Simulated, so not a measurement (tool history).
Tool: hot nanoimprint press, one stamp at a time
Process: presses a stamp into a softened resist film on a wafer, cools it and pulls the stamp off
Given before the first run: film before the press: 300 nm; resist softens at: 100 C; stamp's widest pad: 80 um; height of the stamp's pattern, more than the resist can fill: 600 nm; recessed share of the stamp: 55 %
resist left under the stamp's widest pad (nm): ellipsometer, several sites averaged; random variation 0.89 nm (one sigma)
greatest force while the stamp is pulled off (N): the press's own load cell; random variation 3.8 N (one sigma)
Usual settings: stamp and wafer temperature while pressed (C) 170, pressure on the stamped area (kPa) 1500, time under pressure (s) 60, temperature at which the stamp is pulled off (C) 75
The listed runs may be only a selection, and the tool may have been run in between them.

run	hour	stamp and wafer temperature while pressed (C)	pressure on the stamped area (kPa)	time under pressure (s)	temperature at which the stamp is pulled off (C)	resist left under the stamp's widest pad (nm)	greatest force while the stamp is pulled off (N)
1	0	170	1500	60	75	123.3	179
2	14	170	1500	60	71	125	200
3	37.4	170	1500	46	75	136.1	179
4	53.8	170	1500	46	75	137.8	186
5	76	166	1500	60	75	145	188
6	87.5	166	1500	60	75	146.1	181
7	110.6	166	1500	60	75	147	181
8	128.2	166	1500	60	75	146.6	186
9	154	166	1500	56	75	150.2	189
10	174.3	166	1500	56	75	149	189
11	188.7	170	1500	60	75	123.1	189
12	207.3	170	1500	60	75	122.8	191
13	228.9	170	1170	60	75	136.3	181
# hour 233.2: plate thermocouple calibrated
14	251.6	170	1500	60	75	123.6	187
15	263.7	167	1500	60	75	138.7	183
16	284.2	168	1970	60	75	119.6	188
17	305.8	168	1970	60	75	120.2	189
18	330.7	170	1500	74	60	112.2	252
19	353.5	170	1380	60	82	127.1	157
20	377.6	170	1380	60	82	126.7	155
21	390.3	170	1380	60	82	127.8	153
22	401	181	1500	60	75	77	191
23	418.1	159	1500	60	78	190.5	168
24	432.7	170	1500	46	62	138.4	250
25	446.9	171	1500	60	75	117.9	187
# hour 474.4: stamp cleaned and given a new release coat
26	476.3	158	1500	60	75	195	183
27	494.8	170	1500	89	75	103.8	188
28	518.5	170	1500	82	75	107.6	190
29	537.6	174	1500	60	62	104	241

Below are 5 alternative next runs, each starting from the tool's condition after run 29. Predict each:
A	553.6	162	1120	36	75	?	?
B	553.6	166	1500	60	62	?	?
C	553.6	170	2190	101	75	?	?
D	553.6	174	1500	101	63	?	?
E	553.6	170	2130	65	79	?	?

run	resist left under the stamp's widest pad (nm)	greatest force while the stamp is pulled off (N)
A	219.6	186
B	146.6	246
C	84.1	193
D	80.9	226
E	101.4	160
Without the tool's hidden state the same runs would have given:
run	resist left under the stamp's widest pad (nm)	greatest force while the stamp is pulled off (N)
A	219.5	186
B	146.5	246
C	84.1	193
D	80.8	225
E	101.3	160

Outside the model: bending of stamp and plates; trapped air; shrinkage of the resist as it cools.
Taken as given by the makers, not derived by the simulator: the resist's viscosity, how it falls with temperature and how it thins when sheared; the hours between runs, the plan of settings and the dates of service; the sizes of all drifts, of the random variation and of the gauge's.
